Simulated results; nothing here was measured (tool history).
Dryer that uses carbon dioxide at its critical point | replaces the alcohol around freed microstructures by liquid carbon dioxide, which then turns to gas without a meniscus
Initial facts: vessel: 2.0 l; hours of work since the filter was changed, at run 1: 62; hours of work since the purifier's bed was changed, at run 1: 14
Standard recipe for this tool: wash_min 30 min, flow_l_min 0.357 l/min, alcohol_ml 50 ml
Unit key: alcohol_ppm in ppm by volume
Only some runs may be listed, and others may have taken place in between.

run	hour	wash_min	flow_l_min	alcohol_ml	hours of work since the filter was changed	hours of work since the purifier's bed was changed	alcohol_ppm
1	0.0	30	0.357	50	62	14	614
2	8.8	30	0.357	50	67	19	610
3	17.7	30	0.357	50	71	24	624
4	27.3	30	0.357	50	77	29	628
5	37.5	30	0.357	95	82	35	1180
6	47.4	30	0.357	95	88	40	1208
7	60.9	30	0.525	50	96	48	125
8	74.0	30	0.525	50	103	55	127
9	84.9	30	0.525	50	109	61	133
10	101.0	30	0.525	50	118	70	146
11	116.6	30	0.525	50	126	79	135
12	127.3	30	0.357	50	132	85	697
13	135.2	30	0.357	82	137	89	1125
14	146.0	30	0.357	82	143	95	1139
15	157.0	30	0.357	82	149	101	1109
16	170.9	30	0.357	82	157	109	1137
17	178.6	30	0.357	82	161	113	1153
18	189.4	24	0.357	50	167	119	1477
19	200.0	30	0.357	50	173	125	739
20	213.9	30	0.357	50	181	133	736
21	226.6	30	0.357	50	188	140	771
22	236.6	30	0.357	50	193	145	753
23	251.0	23	0.223	50	201	153	4589
24	265.0	23	0.280	51	209	161	3004
25	272.6	26	0.280	100	213	165	4706
26	282.4	26	0.510	100	219	171	683
27	290.4	20	0.435	73	223	175	2258
28	302.3	20	0.435	73	230	182	2269
29	316.4	30	0.393	22	238	190	270
30	329.1	18	0.376	44	245	197	2539
31	342.1	27	0.388	50	252	204	933
32	352.4	27	0.388	50	258	210	938
33	367.1	27	0.388	50	266	218	915
34	374.9	22	0.385	119	270	222	3924
35	384.4	30	0.357	22	276	228	393
36	395.5	27	0.588	22	282	234	99
37	408.0	33	0.517	57	289	241	161
38	419.6	19	0.343	48	295	247	3172
39	429.0	19	0.343	48	300	252	3168
40	436.4	25	0.551	72	305	257	521
41	444.5	33	0.350	45	309	261	644
42	455.6	33	0.220	50	315	267	2582
43	464.2	24	0.220	32	320	272	3114

Forecast each of these 4 alternatives for the next run:
A	473.2	20	0.220	32	325	277	?
B	473.2	45	0.357	96	325	277	?
C	473.2	19	0.220	32	325	277	?
D	473.2	44	0.238	24	325	277	?

run	alcohol_ppm
A	4028
B	362
C	4227
D	487
With no hidden state in the tool, these same runs would have given:
run	alcohol_ppm
A	3249
B	160
C	3445
D	281
